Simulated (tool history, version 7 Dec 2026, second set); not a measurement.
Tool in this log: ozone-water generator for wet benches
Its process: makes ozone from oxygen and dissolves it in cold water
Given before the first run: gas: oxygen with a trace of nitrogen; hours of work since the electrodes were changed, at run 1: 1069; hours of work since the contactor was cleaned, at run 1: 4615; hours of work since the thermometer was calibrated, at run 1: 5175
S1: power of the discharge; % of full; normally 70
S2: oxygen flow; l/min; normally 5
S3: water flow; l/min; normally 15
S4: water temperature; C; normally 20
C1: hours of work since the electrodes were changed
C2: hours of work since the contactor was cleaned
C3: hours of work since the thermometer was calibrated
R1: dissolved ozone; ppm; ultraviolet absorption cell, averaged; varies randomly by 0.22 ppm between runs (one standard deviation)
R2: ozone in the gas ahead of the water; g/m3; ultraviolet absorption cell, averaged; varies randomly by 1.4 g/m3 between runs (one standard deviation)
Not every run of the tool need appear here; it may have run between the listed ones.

{"run": 1, "hour": 0.0, "S1": 70, "S2": 5, "S3": 15, "S4": 20, "C1": 1069, "C2": 4615, "C3": 5175, "R1": 32.9, "R2": 262.3}
{"run": 2, "hour": 30.3, "S1": 70, "S2": 5, "S3": 15, "S4": 16, "C1": 1089, "C2": 4635, "C3": 5195, "R1": 35.6, "R2": 261.7}
{"run": 3, "hour": 85.1, "S1": 70, "S2": 5, "S3": 15, "S4": 16, "C1": 1125, "C2": 4671, "C3": 5231, "R1": 35.3, "R2": 260.5}
{"run": 4, "hour": 137.6, "S1": 70, "S2": 5, "S3": 13, "S4": 20, "C1": 1160, "C2": 4706, "C3": 5266, "R1": 37, "R2": 262.1}
{"run": 5, "hour": 195.7, "S1": 70, "S2": 5, "S3": 17, "S4": 20, "C1": 1198, "C2": 4744, "C3": 5304, "R1": 29.7, "R2": 264.6}
{"run": 6, "hour": 253.5, "S1": 70, "S2": 5, "S3": 15, "S4": 20, "C1": 1237, "C2": 4782, "C3": 5342, "R1": 32.9, "R2": 264.4}
{"run": 7, "hour": 322.9, "S1": 70, "S2": 7.11, "S3": 15, "S4": 17, "C1": 1282, "C2": 4828, "C3": 5388, "R1": 32.1, "R2": 208.9}
{"run": 8, "hour": 358.9, "S1": 46, "S2": 8.43, "S3": 11, "S4": 25, "C1": 1306, "C2": 4852, "C3": 5412, "R1": 20.9, "R2": 127.1}
{"run": 9, "hour": 422.8, "S1": 46, "S2": 8.43, "S3": 11, "S4": 25, "C1": 1348, "C2": 4894, "C3": 5454, "R1": 20.9, "R2": 125.8}
{"hour": 450.6, "done": "water thermometer calibrated"}
{"run": 10, "hour": 477.4, "S1": 41, "S2": 7.25, "S3": 18, "S4": 15, "C1": 1384, "C2": 4930, "C3": 18, "R1": 17.8, "R2": 126}
{"run": 11, "hour": 518.4, "S1": 58, "S2": 5, "S3": 15, "S4": 17, "C1": 1411, "C2": 4957, "C3": 45, "R1": 29.1, "R2": 223}
{"run": 12, "hour": 579.4, "S1": 70, "S2": 5, "S3": 15, "S4": 23, "C1": 1452, "C2": 4997, "C3": 85, "R1": 31.3, "R2": 267.4}

Each row is a separate what-if for the run after 12, all from the same tool condition, not one after another. Results?
{"run": "A", "hour": 627.7, "S1": 64, "S2": 5, "S3": 15, "S4": 20, "C1": 1484, "C2": 5029, "C3": 117, "R1": "?", "R2": "?"}
{"run": "B", "hour": 627.7, "S1": 52, "S2": 5, "S3": 24, "S4": 14, "C1": 1484, "C2": 5029, "C3": 117, "R1": "?", "R2": "?"}
{"run": "C", "hour": 627.7, "S1": 46, "S2": 5, "S3": 13, "S4": 20, "C1": 1484, "C2": 5029, "C3": 117, "R1": "?", "R2": "?"}

run=A R1=30.4 R2=242.7
run=B R1=18.2 R2=201.2
run=C R1=25.1 R2=181.6
Without the tool's hidden state the same runs would have given:
run=A R1=30.5 R2=238.4
run=B R1=18.2 R2=197.6
run=C R1=25.1 R2=178.4
